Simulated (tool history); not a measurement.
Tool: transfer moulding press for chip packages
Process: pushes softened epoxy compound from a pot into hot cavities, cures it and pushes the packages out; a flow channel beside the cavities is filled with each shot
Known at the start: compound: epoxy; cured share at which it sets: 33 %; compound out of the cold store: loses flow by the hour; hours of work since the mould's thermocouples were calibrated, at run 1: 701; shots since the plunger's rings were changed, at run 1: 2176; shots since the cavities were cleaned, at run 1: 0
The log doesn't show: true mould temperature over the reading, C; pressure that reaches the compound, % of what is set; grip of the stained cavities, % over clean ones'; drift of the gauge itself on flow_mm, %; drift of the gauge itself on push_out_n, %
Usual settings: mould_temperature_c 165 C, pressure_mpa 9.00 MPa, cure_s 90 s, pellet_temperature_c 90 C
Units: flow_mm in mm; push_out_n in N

| run | hour | mould_temperature_c | pressure_mpa | cure_s | pellet_temperature_c | hours of work since the mould's thermocouples were calibrated | shots since the plunger's rings were changed | shots since the cavities were cleaned | incoming compound's hours out of the cold store | flow_mm | push_out_n |
|---|---|---|---|---|---|---|---|---|---|---|---|
| 1 | 0.0 | 165 | 9.00 | 90 | 90 | 701 | 2176 | 0 | 29.6 | 693 | 509 |
| 2 | 40.2 | 165 | 9.00 | 90 | 90 | 728 | 2752 | 576 | 9.6 | 753 | 775 |
|  | 78.6 | cavities cleaned with cleaning compound and waxed |
| 3 | 92.4 | 165 | 9.00 | 90 | 90 | 763 | 3479 | 197 | 34.1 | 671 | 642 |
|  | 106.2 | mould's thermocouples calibrated |
| 4 | 136.9 | 165 | 10.01 | 90 | 90 | 21 | 4088 | 806 | 44.4 | 672 | 763 |
|  | 158.1 | cavities cleaned with cleaning compound and waxed |
|  | 186.7 | plunger's sealing rings changed |
| 5 | 200.7 | 165 | 10.01 | 90 | 90 | 62 | 200 | 574 | 29.7 | 738 | 728 |
|  | 238.3 | cavities cleaned with cleaning compound and waxed |
| 6 | 260.3 | 165 | 10.01 | 90 | 90 | 102 | 1033 | 315 | 39.8 | 704 | 661 |
|  | 311.7 | cavities cleaned with cleaning compound and waxed |
| 7 | 317.3 | 165 | 10.01 | 90 | 90 | 140 | 1829 | 81 | 20.0 | 763 | 550 |
| 8 | 367.7 | 165 | 10.01 | 90 | 90 | 175 | 2551 | 803 | 27.6 | 734 | 776 |
|  | 389.8 | cavities cleaned with cleaning compound and waxed |
| 9 | 419.5 | 165 | 10.01 | 90 | 90 | 209 | 3271 | 424 | 8.5 | 790 | 700 |
| 10 | 459.3 | 165 | 9.00 | 90 | 90 | 236 | 3843 | 996 | 14.8 | 722 | 808 |
|  | 465.9 | cavities cleaned with cleaning compound and waxed |
| 11 | 501.6 | 165 | 9.00 | 90 | 90 | 264 | 4427 | 511 | 28.7 | 677 | 721 |
|  | 521.5 | plunger's sealing rings changed |
|  | 544.7 | cavities cleaned with cleaning compound and waxed |
| 12 | 549.6 | 165 | 9.00 | 90 | 90 | 295 | 380 | 69 | 30.6 | 699 | 551 |
| 13 | 602.9 | 165 | 9.00 | 90 | 90 | 331 | 1145 | 834 | 9.7 | 759 | 813 |
|  | 619.3 | cavities cleaned with cleaning compound and waxed |
| 14 | 685.4 | 165 | 9.00 | 90 | 90 | 387 | 2306 | 948 | 18.8 | 722 | 787 |
|  | 693.5 | cavities cleaned with cleaning compound and waxed |
| 15 | 747.2 | 165 | 9.00 | 90 | 90 | 428 | 3169 | 770 | 33.8 | 673 | 746 |
|  | 771.2 | cavities cleaned with cleaning compound and waxed |
| 16 | 802.0 | 165 | 9.30 | 90 | 83 | 465 | 3934 | 442 | 22.1 | 715 | 711 |
|  | 847.1 | cavities cleaned with cleaning compound and waxed |
|  | 857.2 | plunger's sealing rings changed |
| 17 | 882.5 | 165 | 8.94 | 72 | 91 | 517 | 362 | 472 | 42.8 | 664 | 950 |
|  | 927.1 | cavities cleaned with cleaning compound and waxed |
| 18 | 973.2 | 159 | 8.33 | 80 | 89 | 578 | 1640 | 660 | 12.9 | 742 | 1363 |
|  | 1001.2 | cavities cleaned with cleaning compound and waxed |
| 19 | 1034.0 | 167 | 9.41 | 121 | 87 | 619 | 2490 | 470 | 36.8 | 685 | 648 |
|  | 1076.0 | cavities cleaned with cleaning compound and waxed |
| 20 | 1092.5 | 171 | 9.00 | 78 | 90 | 658 | 3308 | 237 | 47.0 | 625 | 593 |
| 21 | 1135.8 | 164 | 6.91 | 75 | 82 | 688 | 3929 | 858 | 19.8 | 632 | 1155 |
|  | 1156.4 | cavities cleaned with cleaning compound and waxed |
| 22 | 1174.0 | 165 | 7.97 | 90 | 90 | 713 | 4454 | 253 | 22.9 | 664 | 669 |
|  | 1196.6 | plunger's sealing rings changed |
|  | 1234.3 | cavities cleaned with cleaning compound and waxed |
| 23 | 1239.6 | 165 | 7.97 | 90 | 90 | 755 | 596 | 77 | 34.7 | 649 | 549 |
|  | 1259.9 | mould's thermocouples calibrated |
|  | 1313.0 | cavities cleaned with cleaning compound and waxed |
| 24 | 1315.1 | 165 | 7.97 | 90 | 90 | 37 | 1627 | 30 | 45.3 | 612 | 480 |
| 25 | 1367.6 | 172 | 7.97 | 90 | 90 | 73 | 2380 | 783 | 10.4 | 683 | 705 |
|  | 1389.1 | cavities cleaned with cleaning compound and waxed |
| 26 | 1406.5 | 165 | 8.36 | 90 | 91 | 99 | 2916 | 250 | 39.1 | 635 | 617 |

3 ways to go on from here, each from the tool as it stands after run 26. What would each give?
|  | 1466.9 | cavities cleaned with cleaning compound and waxed |
| A | 1498.4 | 162 | 9.82 | 90 | 86 | 161 | 4212 | 452 | 26.9 | ? | ? |
|  | 1466.9 | cavities cleaned with cleaning compound and waxed |
| B | 1498.4 | 165 | 7.66 | 90 | 90 | 161 | 4212 | 452 | 38.8 | ? | ? |
|  | 1466.9 | cavities cleaned with cleaning compound and waxed |
| C | 1498.4 | 169 | 8.36 | 86 | 91 | 161 | 4212 | 452 | 9.4 | ? | ? |

| run | flow_mm | push_out_n |
|---|---|---|
| A | 730 | 764 |
| B | 604 | 675 |
| C | 700 | 647 |
Without the tool's hidden state the same runs would have given:
| run | flow_mm | push_out_n |
|---|---|---|
| A | 754 | 503 |
| B | 624 | 452 |
| C | 724 | 432 |

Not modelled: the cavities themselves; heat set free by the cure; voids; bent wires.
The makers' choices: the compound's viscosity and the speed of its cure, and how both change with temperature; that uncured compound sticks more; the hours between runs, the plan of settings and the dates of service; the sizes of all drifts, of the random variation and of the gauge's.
